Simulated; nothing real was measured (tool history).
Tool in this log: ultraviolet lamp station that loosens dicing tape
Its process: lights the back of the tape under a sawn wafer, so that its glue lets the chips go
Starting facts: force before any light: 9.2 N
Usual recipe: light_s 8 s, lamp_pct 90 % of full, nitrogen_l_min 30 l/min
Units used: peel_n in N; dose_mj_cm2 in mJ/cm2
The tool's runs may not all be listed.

run,hour,light_s,lamp_pct,nitrogen_l_min,peel_n,dose_mj_cm2
1,0,8,90,30,0.139,319
2,15.5,8,90,30,0.142,322
3,36.8,8,90,30,0.149,319
4,55.2,8,90,30,0.153,320
5,82.8,8,90,30,0.156,321
6,117.6,8,90,30,0.158,322
7,151.7,8,90,30,0.152,318
8,170.7,8,62,30,0.359,220
9,196.1,8,62,30,0.345,220
10,216.1,8,88,30,0.152,314
11,241,8,68,30,0.271,242
12,271.6,7,90,30,0.196,275
13,287.1,7,90,30,0.206,277
# hour 310.8: window cleaned of glue's vapour
14,310.8,8,90,30,0.151,322
15,331,8,90,30,0.146,319
16,356.2,8,90,30,0.146,318
# hour 387.7: lamp changed
17,390.9,8,90,30,0.153,322
18,427.4,8,90,30,0.147,319
19,451.5,8,90,30,0.158,319
20,474.5,8,90,30,0.156,318
21,492.6,14,63,17,0.131,392
22,513.6,5,72,24,0.887,160
23,540.1,12,81,18,0.117,435
24,563,12,78,13,0.139,426
25,581.3,12,78,13,0.141,415
26,599.5,9,75,42,0.138,301
27,619.8,9,75,42,0.141,300
28,647.5,8,60,45,0.306,211
29,674.5,8,60,45,0.306,214
30,695,13,90,16,0.102,517
31,731.2,13,90,24,0.105,520
32,762.5,13,90,24,0.102,517
33,791.9,12,85,22,0.115,450
34,819,10,63,30,0.196,279
35,845.2,10,79,30,0.128,350
36,871.7,10,94,13,0.138,419
37,893.3,12,94,13,0.116,499
38,923.9,6,67,23,0.705,177
39,949.1,6,67,23,0.701,178
# hour 956.6: window cleaned of glue's vapour
40,979.3,5,90,32,0.457,199

Forecast each of these 3 alternatives for the next run:
A,1002.9,8,90,9,?,?
B,1002.9,5,66,10,?,?
C,1002.9,5,75,33,?,?

run,peel_n,dose_mj_cm2
A,0.333,321
B,1.7,145
C,0.675,167
With the hidden condition removed and each run's random variation left untouched, the same runs would have given:
run,peel_n,dose_mj_cm2
A,0.332,321
B,1.698,145
C,0.673,167
